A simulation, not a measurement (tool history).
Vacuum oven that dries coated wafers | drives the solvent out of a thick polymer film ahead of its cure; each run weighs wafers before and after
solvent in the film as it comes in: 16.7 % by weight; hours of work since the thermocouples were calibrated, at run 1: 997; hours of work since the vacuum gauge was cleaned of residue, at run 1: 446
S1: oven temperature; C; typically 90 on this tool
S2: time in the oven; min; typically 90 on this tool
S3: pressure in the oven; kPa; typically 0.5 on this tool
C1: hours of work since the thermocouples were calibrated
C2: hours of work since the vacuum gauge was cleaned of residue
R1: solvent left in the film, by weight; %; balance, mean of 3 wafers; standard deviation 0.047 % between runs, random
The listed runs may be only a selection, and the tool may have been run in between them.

run,day,S1,S2,S3,C1,C2,R1
1,0,90,90,0.5,997,446,3.56
2,1.925,90,90,0.5,1033,483,3.65
3,3.562,90,90,0.5,1064,514,3.7
4,6.308,90,90,0.5,1116,566,3.66
5,9.75,90,90,1.895,1181,631,4.28
6,13.275,90,90,0.586,1248,698,3.64
7,15.321,90,90,0.586,1287,737,3.68
8,17.479,90,90,0.586,1328,778,3.65
9,19.1,90,90,0.586,1359,808,3.68
10,20.612,90,90,0.278,1387,837,3.46
11,22.212,90,90,0.676,1418,867,3.74
12,23.796,90,90,0.676,1448,897,3.73
13,26.104,90,90,0.5,1492,941,3.73
14,29.421,90,90,0.5,1554,1004,3.77
15,31.288,90,90,0.5,1590,1040,3.65
16,34.7,90,149,0.5,1654,1104,1.63
# day 35.042: oven's thermocouples calibrated
17,36.575,90,90,0.5,29,1138,3.75
18,39.425,90,90,0.5,83,1192,3.7
19,41.45,90,90,0.5,121,1231,3.65
20,42.988,90,90,0.5,151,1260,3.74
21,46.062,97,90,0.5,209,1318,1.58
22,48.733,90,90,0.5,260,1369,3.69
23,50.358,90,90,0.5,290,1400,3.6
24,52.958,75,90,0.5,340,1449,9.21
25,56.367,77,109,1.007,404,1513,7.94
26,58.842,90,62,0.455,451,1560,5.45
27,61.504,91,90,0.5,502,1611,3.31
28,63.225,90,62,1.961,534,1643,6.02
29,64.954,90,59,0.5,567,1676,5.74
30,68.25,79,57,0.534,630,1739,9.54
31,70.621,101,90,0.809,675,1784,0.97
32,73.817,90,59,0.5,735,1844,5.67
33,76.533,90,152,0.52,787,1896,1.69
34,78.342,86,63,0.808,821,1930,7
35,81.829,85,88,0.524,887,1996,5.53
36,83.95,84,88,1.94,927,2036,6.69
37,87.283,78,46,1.94,990,2100,10.89
38,89.708,78,90,0.5,1037,2146,8.2
39,91.992,78,74,0.5,1080,2189,8.86
# day 93.592: vacuum gauge cleaned of residue and calibrated
40,95.325,78,81,0.536,1142,33,8.54
41,98.438,90,152,0.68,1201,92,1.66
42,100.754,94,152,0.68,1245,136,0.9
43,103.258,94,152,0.68,1292,183,0.93
44,105.579,94,152,0.68,1336,227,0.89
45,107.992,84,152,1.447,1382,273,4.03
46,110.367,84,152,1.447,1427,318,3.96
47,113.117,85,152,0.778,1479,370,3.22

Branching from run 47: 3 alternative next runs. What would each branch give?
A,114.917,90,87,0.5,1513,404,?
B,114.917,89,152,0.778,1513,404,?
C,114.917,97,90,0.513,1513,404,?

run,R1
A,3.82
B,2.04
C,1.5
What these runs would have given with no unlogged condition in the tool:
run,R1
A,3.84
B,2.06
C,1.51
